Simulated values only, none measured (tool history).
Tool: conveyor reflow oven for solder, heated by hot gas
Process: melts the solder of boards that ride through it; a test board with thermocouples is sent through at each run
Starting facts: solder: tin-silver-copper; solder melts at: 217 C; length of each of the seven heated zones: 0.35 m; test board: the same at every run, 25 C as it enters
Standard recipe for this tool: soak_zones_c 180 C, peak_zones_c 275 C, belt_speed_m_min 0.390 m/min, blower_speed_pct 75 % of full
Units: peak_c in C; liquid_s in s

run 1 day=0.000 | soak_zones_c=180 peak_zones_c=275 belt_speed_m_min=0.390 blower_speed_pct=75 | peak_c=268.4 liquid_s=99.2
-- day=2.742 flux residue cleaned out of gas plates and filters
run 2 day=3.729 | soak_zones_c=180 peak_zones_c=275 belt_speed_m_min=0.390 blower_speed_pct=75 | peak_c=268.9 liquid_s=99.9
run 3 day=7.533 | soak_zones_c=180 peak_zones_c=275 belt_speed_m_min=0.360 blower_speed_pct=75 | peak_c=270.6 liquid_s=110.1
-- day=8.583 belt drive overhauled, speed set with a stopwatch
run 4 day=10.558 | soak_zones_c=180 peak_zones_c=275 belt_speed_m_min=0.360 blower_speed_pct=75 | peak_c=270.9 liquid_s=110.4
run 5 day=13.946 | soak_zones_c=180 peak_zones_c=275 belt_speed_m_min=0.318 blower_speed_pct=75 | peak_c=272.9 liquid_s=127.5
run 6 day=16.092 | soak_zones_c=180 peak_zones_c=275 belt_speed_m_min=0.390 blower_speed_pct=75 | peak_c=269.5 liquid_s=100.9
run 7 day=19.458 | soak_zones_c=180 peak_zones_c=275 belt_speed_m_min=0.390 blower_speed_pct=75 | peak_c=268.9 liquid_s=101.4
run 8 day=21.700 | soak_zones_c=180 peak_zones_c=275 belt_speed_m_min=0.390 blower_speed_pct=75 | peak_c=269.5 liquid_s=101.2
run 9 day=24.696 | soak_zones_c=180 peak_zones_c=275 belt_speed_m_min=0.390 blower_speed_pct=75 | peak_c=269.2 liquid_s=101.6
-- day=25.079 flux residue cleaned out of gas plates and filters
run 10 day=27.196 | soak_zones_c=180 peak_zones_c=275 belt_speed_m_min=0.390 blower_speed_pct=75 | peak_c=270.2 liquid_s=101.7
-- day=30.400 belt drive overhauled, speed set with a stopwatch, once more
run 11 day=30.633 | soak_zones_c=180 peak_zones_c=275 belt_speed_m_min=0.390 blower_speed_pct=75 | peak_c=269.6 liquid_s=98.6
run 12 day=32.579 | soak_zones_c=180 peak_zones_c=275 belt_speed_m_min=0.390 blower_speed_pct=75 | peak_c=269.6 liquid_s=99.1
run 13 day=36.038 | soak_zones_c=180 peak_zones_c=275 belt_speed_m_min=0.390 blower_speed_pct=75 | peak_c=269.6 liquid_s=98.9
-- day=38.154 thermocouples of zones 6 and 7 changed
run 14 day=38.196 | soak_zones_c=180 peak_zones_c=275 belt_speed_m_min=0.390 blower_speed_pct=75 | peak_c=266.1 liquid_s=97.2
run 15 day=41.450 | soak_zones_c=180 peak_zones_c=275 belt_speed_m_min=0.390 blower_speed_pct=81 | peak_c=266.4 liquid_s=97.6
run 16 day=43.433 | soak_zones_c=172 peak_zones_c=275 belt_speed_m_min=0.390 blower_speed_pct=81 | peak_c=266.1 liquid_s=93.6
run 17 day=46.396 | soak_zones_c=184 peak_zones_c=264 belt_speed_m_min=0.347 blower_speed_pct=58 | peak_c=256.9 liquid_s=105.6
-- day=47.400 flux residue cleaned out of gas plates and filters
run 18 day=49.721 | soak_zones_c=184 peak_zones_c=264 belt_speed_m_min=0.347 blower_speed_pct=58 | peak_c=257.6 liquid_s=105.8

Predict the results of run 19:
run 19 day=53.304 | soak_zones_c=180 peak_zones_c=277 belt_speed_m_min=0.462 blower_speed_pct=75 | peak_c=? liquid_s=?

{"run 19": {"peak_c": 265.1, "liquid_s": 80.7}}
Take away the tool's hidden state, keep the run-to-run variation as it was, and the same run would have given peak_c 264.6 C, liquid_s 79.9 s.
